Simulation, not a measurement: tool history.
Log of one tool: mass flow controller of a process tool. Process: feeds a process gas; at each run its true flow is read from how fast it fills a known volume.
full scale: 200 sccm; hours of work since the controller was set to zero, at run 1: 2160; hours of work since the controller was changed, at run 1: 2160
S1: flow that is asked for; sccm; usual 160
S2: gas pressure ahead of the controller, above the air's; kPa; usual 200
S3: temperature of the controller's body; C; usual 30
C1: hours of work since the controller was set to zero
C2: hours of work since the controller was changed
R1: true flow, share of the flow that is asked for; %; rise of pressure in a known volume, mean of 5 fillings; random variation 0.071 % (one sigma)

{"run": 1, "hour": 0.0, "S1": 160, "S2": 200, "S3": 30, "C1": 2160, "C2": 2160, "R1": 98.57}
{"run": 2, "hour": 90.9, "S1": 160, "S2": 200, "S3": 30, "C1": 2193, "C2": 2193, "R1": 98.52}
{"run": 3, "hour": 180.5, "S1": 160, "S2": 200, "S3": 30, "C1": 2225, "C2": 2225, "R1": 98.53}
{"run": 4, "hour": 346.7, "S1": 160, "S2": 200, "S3": 38, "C1": 2284, "C2": 2284, "R1": 98.11}
{"run": 5, "hour": 468.6, "S1": 160, "S2": 200, "S3": 30, "C1": 2328, "C2": 2328, "R1": 98.57}
{"run": 6, "hour": 616.7, "S1": 160, "S2": 200, "S3": 30, "C1": 2381, "C2": 2381, "R1": 98.5}
{"run": 7, "hour": 782.6, "S1": 160, "S2": 200, "S3": 30, "C1": 2441, "C2": 2441, "R1": 98.54}
{"run": 8, "hour": 952.0, "S1": 160, "S2": 200, "S3": 30, "C1": 2501, "C2": 2501, "R1": 98.52}
{"run": 9, "hour": 1121.6, "S1": 160, "S2": 200, "S3": 30, "C1": 2562, "C2": 2562, "R1": 98.43}
{"hour": 1130.2, "done": "controller's zero set anew"}
{"run": 10, "hour": 1216.1, "S1": 160, "S2": 214, "S3": 30, "C1": 31, "C2": 2596, "R1": 98.33}
{"run": 11, "hour": 1307.9, "S1": 160, "S2": 214, "S3": 30, "C1": 64, "C2": 2629, "R1": 98.24}
{"run": 12, "hour": 1432.8, "S1": 160, "S2": 214, "S3": 30, "C1": 108, "C2": 2673, "R1": 98.33}
{"run": 13, "hour": 1548.5, "S1": 160, "S2": 200, "S3": 30, "C1": 150, "C2": 2715, "R1": 98.3}
{"run": 14, "hour": 1620.6, "S1": 160, "S2": 200, "S3": 31, "C1": 176, "C2": 2741, "R1": 98.18}
{"hour": 1668.2, "done": "controller's zero set anew, once more"}
{"run": 15, "hour": 1751.5, "S1": 50, "S2": 200, "S3": 31, "C1": 30, "C2": 2787, "R1": 98.56}
{"run": 16, "hour": 1886.4, "S1": 160, "S2": 200, "S3": 36, "C1": 78, "C2": 2836, "R1": 98.53}
{"run": 17, "hour": 2063.5, "S1": 160, "S2": 200, "S3": 36, "C1": 142, "C2": 2899, "R1": 98.55}
{"run": 18, "hour": 2173.1, "S1": 86, "S2": 200, "S3": 20, "C1": 181, "C2": 2938, "R1": 99.16}
{"run": 19, "hour": 2260.4, "S1": 86, "S2": 200, "S3": 20, "C1": 212, "C2": 2970, "R1": 99.07}
{"run": 20, "hour": 2422.6, "S1": 51, "S2": 160, "S3": 24, "C1": 270, "C2": 3028, "R1": 99.02}
{"run": 21, "hour": 2568.3, "S1": 51, "S2": 160, "S3": 24, "C1": 323, "C2": 3080, "R1": 98.84}
{"run": 22, "hour": 2699.8, "S1": 46, "S2": 140, "S3": 34, "C1": 370, "C2": 3127, "R1": 98.45}
{"run": 23, "hour": 2789.9, "S1": 148, "S2": 162, "S3": 30, "C1": 402, "C2": 3159, "R1": 98.98}
{"run": 24, "hour": 2962.1, "S1": 51, "S2": 261, "S3": 30, "C1": 464, "C2": 3221, "R1": 97.62}
{"run": 25, "hour": 3107.6, "S1": 51, "S2": 261, "S3": 30, "C1": 516, "C2": 3273, "R1": 97.63}
{"run": 26, "hour": 3249.4, "S1": 138, "S2": 150, "S3": 30, "C1": 567, "C2": 3324, "R1": 99.01}
{"run": 27, "hour": 3371.9, "S1": 23, "S2": 200, "S3": 30, "C1": 611, "C2": 3368, "R1": 97.52}
{"run": 28, "hour": 3473.8, "S1": 23, "S2": 200, "S3": 30, "C1": 647, "C2": 3404, "R1": 97.19}
{"run": 29, "hour": 3627.3, "S1": 140, "S2": 154, "S3": 37, "C1": 702, "C2": 3460, "R1": 98.49}
{"run": 30, "hour": 3735.6, "S1": 105, "S2": 200, "S3": 34, "C1": 741, "C2": 3498, "R1": 98.17}
{"run": 31, "hour": 3876.9, "S1": 23, "S2": 147, "S3": 26, "C1": 791, "C2": 3549, "R1": 97.53}
{"run": 32, "hour": 3976.4, "S1": 23, "S2": 147, "S3": 26, "C1": 827, "C2": 3585, "R1": 97.41}
{"run": 33, "hour": 4137.9, "S1": 24, "S2": 209, "S3": 22, "C1": 885, "C2": 3642, "R1": 97.23}

The same runs without the tool's hidden state, with the same run-to-run variation:
The hidden state here: flow at rest that the sensor doesn't see, % of full scale; true flow over the shown one, %; drift of the gauge itself on true_pct, %.
run=1 R1=99.56
run=2 R1=99.52
run=3 R1=99.55
run=4 R1=99.14
run=5 R1=99.62
run=6 R1=99.57
run=7 R1=99.64
run=8 R1=99.65
run=9 R1=99.58
run=10 R1=99.59
run=11 R1=99.51
run=12 R1=99.62
run=13 R1=99.60
run=14 R1=99.50
run=15 R1=99.29
run=16 R1=99.19
run=17 R1=99.24
run=18 R1=99.93
run=19 R1=99.85
run=20 R1=99.96
run=21 R1=99.82
run=22 R1=99.51
run=23 R1=99.79
run=24 R1=98.72
run=25 R1=98.79
run=26 R1=99.89
run=27 R1=99.40
run=28 R1=99.13
run=29 R1=99.44
run=30 R1=99.20
run=31 R1=99.72
run=32 R1=99.67
run=33 R1=99.52
